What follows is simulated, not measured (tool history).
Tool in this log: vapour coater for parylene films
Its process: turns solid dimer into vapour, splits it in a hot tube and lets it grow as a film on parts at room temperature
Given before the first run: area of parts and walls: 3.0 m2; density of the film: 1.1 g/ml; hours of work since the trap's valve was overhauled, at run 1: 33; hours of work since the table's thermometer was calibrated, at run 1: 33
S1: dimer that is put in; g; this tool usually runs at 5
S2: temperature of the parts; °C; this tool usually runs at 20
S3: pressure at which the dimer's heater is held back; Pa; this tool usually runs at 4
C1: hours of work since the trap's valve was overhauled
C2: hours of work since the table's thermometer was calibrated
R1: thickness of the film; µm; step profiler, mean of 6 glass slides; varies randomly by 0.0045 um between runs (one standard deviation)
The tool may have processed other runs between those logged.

{"run": 1, "hour": 0.0, "S1": 5, "S2": 20, "S3": 4, "C1": 33, "C2": 33, "R1": 0.924}
{"run": 2, "hour": 49.7, "S1": 5, "S2": 20, "S3": 4, "C1": 70, "C2": 70, "R1": 0.92}
{"run": 3, "hour": 108.1, "S1": 2, "S2": 20, "S3": 4, "C1": 114, "C2": 114, "R1": 0.376}
{"run": 4, "hour": 140.0, "S1": 6, "S2": 20, "S3": 4, "C1": 138, "C2": 138, "R1": 1.098}
{"run": 5, "hour": 200.4, "S1": 6, "S2": 20, "S3": 4, "C1": 184, "C2": 184, "R1": 1.095}
{"run": 6, "hour": 234.9, "S1": 6, "S2": 20, "S3": 4, "C1": 210, "C2": 210, "R1": 1.093}
{"run": 7, "hour": 277.9, "S1": 6, "S2": 20, "S3": 4, "C1": 242, "C2": 242, "R1": 1.094}
{"run": 8, "hour": 337.0, "S1": 6, "S2": 20, "S3": 4, "C1": 287, "C2": 287, "R1": 1.092}
{"run": 9, "hour": 391.0, "S1": 6, "S2": 20, "S3": 4, "C1": 327, "C2": 327, "R1": 1.084}
{"run": 10, "hour": 432.3, "S1": 5, "S2": 20, "S3": 4, "C1": 358, "C2": 358, "R1": 0.898}
{"run": 11, "hour": 463.2, "S1": 2, "S2": 20, "S3": 4, "C1": 382, "C2": 382, "R1": 0.352}
{"run": 12, "hour": 515.5, "S1": 5, "S2": 20, "S3": 6.59, "C1": 421, "C2": 421, "R1": 0.828}
{"run": 13, "hour": 542.5, "S1": 5, "S2": 14, "S3": 4, "C1": 441, "C2": 441, "R1": 0.986}
{"run": 14, "hour": 575.9, "S1": 2, "S2": 15, "S3": 4, "C1": 466, "C2": 466, "R1": 0.396}
{"run": 15, "hour": 608.4, "S1": 2, "S2": 32, "S3": 3.33, "C1": 491, "C2": 491, "R1": 0.295}
{"run": 16, "hour": 643.7, "S1": 5, "S2": 12, "S3": 4, "C1": 517, "C2": 517, "R1": 1.024}
{"run": 17, "hour": 693.6, "S1": 5, "S2": 12, "S3": 7.54, "C1": 555, "C2": 555, "R1": 0.915}
{"hour": 702.0, "done": "trap's valve overhauled"}
{"run": 18, "hour": 730.1, "S1": 5, "S2": 12, "S3": 7.54, "C1": 21, "C2": 579, "R1": 0.962}
{"run": 19, "hour": 771.7, "S1": 5, "S2": 20, "S3": 4, "C1": 52, "C2": 611, "R1": 0.922}
{"run": 20, "hour": 801.0, "S1": 5, "S2": 20, "S3": 4, "C1": 75, "C2": 633, "R1": 0.936}
{"run": 21, "hour": 828.5, "S1": 5, "S2": 20, "S3": 2.32, "C1": 95, "C2": 653, "R1": 1.013}

What if the next run were any one of these 4? Each begins from the tool's condition after run 21:
{"run": "A", "hour": 855.5, "S1": 5, "S2": 16, "S3": 4, "C1": 116, "C2": 674, "R1": "?"}
{"run": "B", "hour": 855.5, "S1": 2, "S2": 23, "S3": 2.32, "C1": 116, "C2": 674, "R1": "?"}
{"run": "C", "hour": 855.5, "S1": 2, "S2": 23, "S3": 4, "C1": 116, "C2": 674, "R1": "?"}
{"run": "D", "hour": 855.5, "S1": 5, "S2": 30, "S3": 2.32, "C1": 116, "C2": 674, "R1": "?"}

run=A R1=0.995
run=B R1=0.379
run=C R1=0.356
run=D R1=0.851
With the hidden condition removed and each run's random variation left untouched, the same runs would have given:
run=A R1=1.004
run=B R1=0.383
run=C R1=0.359
run=D R1=0.858
